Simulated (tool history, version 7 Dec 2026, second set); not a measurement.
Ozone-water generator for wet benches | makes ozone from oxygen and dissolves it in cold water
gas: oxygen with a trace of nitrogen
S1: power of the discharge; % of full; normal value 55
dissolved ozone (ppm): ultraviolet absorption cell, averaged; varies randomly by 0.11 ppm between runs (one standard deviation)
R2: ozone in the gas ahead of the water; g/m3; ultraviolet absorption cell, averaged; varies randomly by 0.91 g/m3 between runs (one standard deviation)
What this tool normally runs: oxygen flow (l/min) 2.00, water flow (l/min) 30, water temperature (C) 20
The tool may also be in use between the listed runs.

{"run": 1, "day": 0.0, "S1": 55, "oxygen flow (l/min)": 2.0, "water flow (l/min)": 30, "water temperature (C)": 20, "dissolved ozone (ppm)": 6.8, "R2": 145.8}
{"run": 2, "day": 1.692, "S1": 55, "oxygen flow (l/min)": 2.0, "water flow (l/min)": 30, "water temperature (C)": 20, "dissolved ozone (ppm)": 6.8, "R2": 147.0}
{"run": 3, "day": 3.421, "S1": 55, "oxygen flow (l/min)": 2.0, "water flow (l/min)": 30, "water temperature (C)": 20, "dissolved ozone (ppm)": 6.5, "R2": 147.8}
{"run": 4, "day": 4.65, "S1": 55, "oxygen flow (l/min)": 2.0, "water flow (l/min)": 30, "water temperature (C)": 20, "dissolved ozone (ppm)": 6.9, "R2": 146.8}
{"run": 5, "day": 5.942, "S1": 55, "oxygen flow (l/min)": 2.0, "water flow (l/min)": 30, "water temperature (C)": 20, "dissolved ozone (ppm)": 6.6, "R2": 147.2}
{"run": 6, "day": 7.679, "S1": 60, "oxygen flow (l/min)": 2.0, "water flow (l/min)": 30, "water temperature (C)": 20, "dissolved ozone (ppm)": 7.3, "R2": 157.4}
{"run": 7, "day": 9.583, "S1": 60, "oxygen flow (l/min)": 2.0, "water flow (l/min)": 30, "water temperature (C)": 20, "dissolved ozone (ppm)": 7.1, "R2": 156.4}
{"run": 8, "day": 10.696, "S1": 91, "oxygen flow (l/min)": 2.0, "water flow (l/min)": 30, "water temperature (C)": 20, "dissolved ozone (ppm)": 9.7, "R2": 210.9}
{"run": 9, "day": 11.917, "S1": 91, "oxygen flow (l/min)": 2.0, "water flow (l/min)": 30, "water temperature (C)": 20, "dissolved ozone (ppm)": 9.8, "R2": 210.2}
{"run": 10, "day": 13.721, "S1": 55, "oxygen flow (l/min)": 2.0, "water flow (l/min)": 30, "water temperature (C)": 20, "dissolved ozone (ppm)": 6.7, "R2": 147.0}
{"run": 11, "day": 15.562, "S1": 40, "oxygen flow (l/min)": 2.0, "water flow (l/min)": 30, "water temperature (C)": 20, "dissolved ozone (ppm)": 5.4, "R2": 116.1}
{"run": 12, "day": 16.675, "S1": 55, "oxygen flow (l/min)": 2.0, "water flow (l/min)": 30, "water temperature (C)": 13, "dissolved ozone (ppm)": 7.1, "R2": 146.4}
{"run": 13, "day": 18.283, "S1": 55, "oxygen flow (l/min)": 1.1, "water flow (l/min)": 30, "water temperature (C)": 20, "dissolved ozone (ppm)": 5.7, "R2": 207.4}
{"run": 14, "day": 20.029, "S1": 55, "oxygen flow (l/min)": 2.0, "water flow (l/min)": 34, "water temperature (C)": 20, "dissolved ozone (ppm)": 5.7, "R2": 145.4}
{"run": 15, "day": 21.688, "S1": 55, "oxygen flow (l/min)": 2.0, "water flow (l/min)": 34, "water temperature (C)": 20, "dissolved ozone (ppm)": 6.0, "R2": 145.4}
{"run": 16, "day": 22.671, "S1": 55, "oxygen flow (l/min)": 2.0, "water flow (l/min)": 34, "water temperature (C)": 20, "dissolved ozone (ppm)": 5.9, "R2": 144.9}
{"run": 17, "day": 24.108, "S1": 49, "oxygen flow (l/min)": 1.72, "water flow (l/min)": 29, "water temperature (C)": 17, "dissolved ozone (ppm)": 6.2, "R2": 144.8}
{"run": 18, "day": 26.017, "S1": 49, "oxygen flow (l/min)": 1.72, "water flow (l/min)": 29, "water temperature (C)": 17, "dissolved ozone (ppm)": 6.2, "R2": 145.0}
{"run": 19, "day": 27.654, "S1": 55, "oxygen flow (l/min)": 1.37, "water flow (l/min)": 20, "water temperature (C)": 21, "dissolved ozone (ppm)": 9.0, "R2": 182.6}
{"run": 20, "day": 28.725, "S1": 55, "oxygen flow (l/min)": 1.18, "water flow (l/min)": 20, "water temperature (C)": 15, "dissolved ozone (ppm)": 9.3, "R2": 196.5}
{"run": 21, "day": 30.088, "S1": 55, "oxygen flow (l/min)": 1.18, "water flow (l/min)": 20, "water temperature (C)": 15, "dissolved ozone (ppm)": 9.3, "R2": 199.0}
{"run": 22, "day": 31.721, "S1": 56, "oxygen flow (l/min)": 1.18, "water flow (l/min)": 26, "water temperature (C)": 15, "dissolved ozone (ppm)": 7.0, "R2": 200.1}
{"run": 23, "day": 33.529, "S1": 56, "oxygen flow (l/min)": 1.18, "water flow (l/min)": 26, "water temperature (C)": 15, "dissolved ozone (ppm)": 6.9, "R2": 198.8}
{"run": 24, "day": 35.167, "S1": 56, "oxygen flow (l/min)": 1.18, "water flow (l/min)": 26, "water temperature (C)": 15, "dissolved ozone (ppm)": 7.2, "R2": 199.8}
{"run": 25, "day": 37.062, "S1": 56, "oxygen flow (l/min)": 1.18, "water flow (l/min)": 26, "water temperature (C)": 15, "dissolved ozone (ppm)": 7.0, "R2": 200.3}
{"run": 26, "day": 38.592, "S1": 56, "oxygen flow (l/min)": 1.18, "water flow (l/min)": 26, "water temperature (C)": 15, "dissolved ozone (ppm)": 7.1, "R2": 201.3}
{"run": 27, "day": 40.288, "S1": 56, "oxygen flow (l/min)": 1.18, "water flow (l/min)": 26, "water temperature (C)": 15, "dissolved ozone (ppm)": 7.1, "R2": 198.7}
{"run": 28, "day": 41.621, "S1": 56, "oxygen flow (l/min)": 1.18, "water flow (l/min)": 26, "water temperature (C)": 15, "dissolved ozone (ppm)": 7.2, "R2": 198.4}
{"run": 29, "day": 42.821, "S1": 56, "oxygen flow (l/min)": 1.18, "water flow (l/min)": 26, "water temperature (C)": 15, "dissolved ozone (ppm)": 6.9, "R2": 200.0}
{"run": 30, "day": 44.117, "S1": 56, "oxygen flow (l/min)": 1.18, "water flow (l/min)": 26, "water temperature (C)": 15, "dissolved ozone (ppm)": 7.1, "R2": 200.3}
{"run": 31, "day": 45.221, "S1": 49, "oxygen flow (l/min)": 2.0, "water flow (l/min)": 21, "water temperature (C)": 21, "dissolved ozone (ppm)": 8.7, "R2": 132.3}
{"run": 32, "day": 47.2, "S1": 55, "oxygen flow (l/min)": 3.42, "water flow (l/min)": 25, "water temperature (C)": 25, "dissolved ozone (ppm)": 8.2, "R2": 105.2}

Not shown: 2 entries that the log had between the listed runs. Between which runs, and how does the tool's hidden state differ before and after?
Runs 15 to 16: water thermometer calibrated (day 21.838)
  yield of the discharge, % of new electrodes': 95.1 -> 95; true water temperature over the reading, C: 0.08 -> 0.11
  measured less the result without the state, dissolved ozone (ppm): -0.3 -> -0.3; R2: -6.2 -> -6.2 g/m3
Runs 23 to 24: water thermometer calibrated, once more (day 34.096)
  yield of the discharge, % of new electrodes': 94.5 -> 94.4; true water temperature over the reading, C: 0.12 -> 0.1
  measured less the result without the state, dissolved ozone (ppm): -0.4 -> -0.4; R2: -9.6 -> -9.8 g/m3

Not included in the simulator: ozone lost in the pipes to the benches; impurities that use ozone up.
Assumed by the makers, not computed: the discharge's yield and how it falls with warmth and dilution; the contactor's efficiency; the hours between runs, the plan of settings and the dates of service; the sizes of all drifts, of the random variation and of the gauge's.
